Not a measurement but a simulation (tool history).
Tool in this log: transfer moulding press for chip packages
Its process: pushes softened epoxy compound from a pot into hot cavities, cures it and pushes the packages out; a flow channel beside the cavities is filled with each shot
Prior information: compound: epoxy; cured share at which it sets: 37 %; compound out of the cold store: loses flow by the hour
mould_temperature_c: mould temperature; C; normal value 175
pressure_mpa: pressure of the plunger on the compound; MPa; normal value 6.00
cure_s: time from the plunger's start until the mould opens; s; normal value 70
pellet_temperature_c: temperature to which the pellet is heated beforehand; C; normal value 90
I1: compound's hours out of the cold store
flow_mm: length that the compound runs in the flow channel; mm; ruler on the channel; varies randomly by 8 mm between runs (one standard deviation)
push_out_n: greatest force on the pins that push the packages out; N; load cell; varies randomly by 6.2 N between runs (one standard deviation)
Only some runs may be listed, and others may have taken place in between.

run 1 hour=0.0 | mould_temperature_c=175 pressure_mpa=6.00 cure_s=70 pellet_temperature_c=90 | I1=35.9 | flow_mm=744 push_out_n=475
-- hour=12.6 cavities cleaned with cleaning compound and waxed
-- hour=56.3 mould's thermocouples calibrated
run 2 hour=57.9 | mould_temperature_c=175 pressure_mpa=6.00 cure_s=70 pellet_temperature_c=84 | I1=39.7 | flow_mm=733 push_out_n=485
-- hour=71.4 cavities cleaned with cleaning compound and waxed
-- hour=84.2 plunger's sealing rings changed
run 3 hour=103.8 | mould_temperature_c=175 pressure_mpa=6.00 cure_s=70 pellet_temperature_c=84 | I1=31.7 | flow_mm=872 push_out_n=443
-- hour=128.5 cavities cleaned with cleaning compound and waxed
run 4 hour=148.1 | mould_temperature_c=175 pressure_mpa=6.00 cure_s=70 pellet_temperature_c=84 | I1=15.7 | flow_mm=917 push_out_n=382
-- hour=183.2 cavities cleaned with cleaning compound and waxed
run 5 hour=212.2 | mould_temperature_c=175 pressure_mpa=6.00 cure_s=70 pellet_temperature_c=84 | I1=26.6 | flow_mm=863 push_out_n=421
-- hour=237.4 cavities cleaned with cleaning compound and waxed
run 6 hour=283.2 | mould_temperature_c=175 pressure_mpa=6.00 cure_s=70 pellet_temperature_c=84 | I1=18.8 | flow_mm=857 push_out_n=510
-- hour=290.0 cavities cleaned with cleaning compound and waxed
run 7 hour=315.0 | mould_temperature_c=175 pressure_mpa=6.00 cure_s=70 pellet_temperature_c=90 | I1=18.0 | flow_mm=859 push_out_n=439
-- hour=342.8 cavities cleaned with cleaning compound and waxed
run 8 hour=376.2 | mould_temperature_c=175 pressure_mpa=6.00 cure_s=70 pellet_temperature_c=90 | I1=16.4 | flow_mm=839 push_out_n=459
-- hour=397.1 cavities cleaned with cleaning compound and waxed
run 9 hour=411.3 | mould_temperature_c=175 pressure_mpa=6.00 cure_s=70 pellet_temperature_c=90 | I1=37.0 | flow_mm=753 push_out_n=371
-- hour=451.7 cavities cleaned with cleaning compound and waxed
-- hour=469.6 plunger's sealing rings changed
run 10 hour=469.6 | mould_temperature_c=175 pressure_mpa=6.00 cure_s=70 pellet_temperature_c=90 | I1=45.1 | flow_mm=805 push_out_n=364
-- hour=510.1 cavities cleaned with cleaning compound and waxed
run 11 hour=518.4 | mould_temperature_c=175 pressure_mpa=6.00 cure_s=70 pellet_temperature_c=90 | I1=25.6 | flow_mm=873 push_out_n=310
-- hour=565.5 cavities cleaned with cleaning compound and waxed
run 12 hour=569.9 | mould_temperature_c=175 pressure_mpa=6.00 cure_s=70 pellet_temperature_c=86 | I1=9.9 | flow_mm=932 push_out_n=304
-- hour=622.9 cavities cleaned with cleaning compound and waxed
run 13 hour=632.0 | mould_temperature_c=175 pressure_mpa=6.00 cure_s=70 pellet_temperature_c=86 | I1=27.5 | flow_mm=828 push_out_n=338
run 14 hour=670.7 | mould_temperature_c=175 pressure_mpa=6.00 cure_s=70 pellet_temperature_c=95 | I1=16.2 | flow_mm=858 push_out_n=495
-- hour=675.2 cavities cleaned with cleaning compound and waxed
-- hour=732.9 cavities cleaned with cleaning compound and waxed
run 15 hour=736.8 | mould_temperature_c=175 pressure_mpa=6.00 cure_s=70 pellet_temperature_c=95 | I1=8.6 | flow_mm=871 push_out_n=286
run 16 hour=768.9 | mould_temperature_c=175 pressure_mpa=6.00 cure_s=70 pellet_temperature_c=95 | I1=33.1 | flow_mm=769 push_out_n=453
-- hour=785.4 cavities cleaned with cleaning compound and waxed
run 17 hour=830.9 | mould_temperature_c=175 pressure_mpa=6.00 cure_s=70 pellet_temperature_c=95 | I1=46.3 | flow_mm=692 push_out_n=457
-- hour=840.6 cavities cleaned with cleaning compound and waxed
-- hour=851.6 plunger's sealing rings changed
run 18 hour=864.6 | mould_temperature_c=177 pressure_mpa=5.77 cure_s=90 pellet_temperature_c=95 | I1=33.5 | flow_mm=828 push_out_n=373
-- hour=898.0 cavities cleaned with cleaning compound and waxed
run 19 hour=902.5 | mould_temperature_c=175 pressure_mpa=5.74 cure_s=51 pellet_temperature_c=90 | I1=21.8 | flow_mm=872 push_out_n=515
-- hour=951.2 cavities cleaned with cleaning compound and waxed
run 20 hour=958.2 | mould_temperature_c=175 pressure_mpa=5.74 cure_s=51 pellet_temperature_c=90 | I1=32.4 | flow_mm=801 push_out_n=547
-- hour=1003.1 cavities cleaned with cleaning compound and waxed
run 21 hour=1010.4 | mould_temperature_c=174 pressure_mpa=5.34 cure_s=70 pellet_temperature_c=85 | I1=40.5 | flow_mm=745 push_out_n=331
-- hour=1057.6 cavities cleaned with cleaning compound and waxed
run 22 hour=1058.0 | mould_temperature_c=180 pressure_mpa=6.85 cure_s=70 pellet_temperature_c=90 | I1=45.1 | flow_mm=792 push_out_n=214
-- hour=1112.8 cavities cleaned with cleaning compound and waxed
run 23 hour=1124.5 | mould_temperature_c=180 pressure_mpa=6.85 cure_s=70 pellet_temperature_c=90 | I1=14.7 | flow_mm=887 push_out_n=306
run 24 hour=1159.7 | mould_temperature_c=175 pressure_mpa=5.59 cure_s=70 pellet_temperature_c=99 | I1=28.6 | flow_mm=759 push_out_n=465
-- hour=1166.0 cavities cleaned with cleaning compound and waxed
-- hour=1199.0 mould's thermocouples calibrated
run 25 hour=1212.3 | mould_temperature_c=175 pressure_mpa=5.59 cure_s=70 pellet_temperature_c=99 | I1=45.5 | flow_mm=687 push_out_n=453

Predict each of these 4 candidate next runs independently; none follows another, all start after run 25:
-- hour=1222.4 cavities cleaned with cleaning compound and waxed
-- hour=1237.1 plunger's sealing rings changed
run A hour=1250.2 | mould_temperature_c=175 pressure_mpa=5.66 cure_s=70 pellet_temperature_c=92 | I1=12.6 | flow_mm=? push_out_n=?
-- hour=1222.4 cavities cleaned with cleaning compound and waxed
-- hour=1237.1 plunger's sealing rings changed
run B hour=1250.2 | mould_temperature_c=172 pressure_mpa=5.27 cure_s=105 pellet_temperature_c=90 | I1=33.5 | flow_mm=? push_out_n=?
-- hour=1222.4 cavities cleaned with cleaning compound and waxed
-- hour=1237.1 plunger's sealing rings changed
run C hour=1250.2 | mould_temperature_c=181 pressure_mpa=5.59 cure_s=71 pellet_temperature_c=84 | I1=25.0 | flow_mm=? push_out_n=?
-- hour=1222.4 cavities cleaned with cleaning compound and waxed
-- hour=1237.1 plunger's sealing rings changed
run D hour=1250.2 | mould_temperature_c=175 pressure_mpa=6.00 cure_s=70 pellet_temperature_c=93 | I1=31.1 | flow_mm=? push_out_n=?

run=A flow_mm=917 push_out_n=436
run=B flow_mm=814 push_out_n=375
run=C flow_mm=836 push_out_n=408
run=D flow_mm=862 push_out_n=429
Without the tool's unlogged condition, the same runs would have read:
run=A flow_mm=922 push_out_n=236
run=B flow_mm=820 push_out_n=204
run=C flow_mm=841 push_out_n=224
run=D flow_mm=867 push_out_n=233
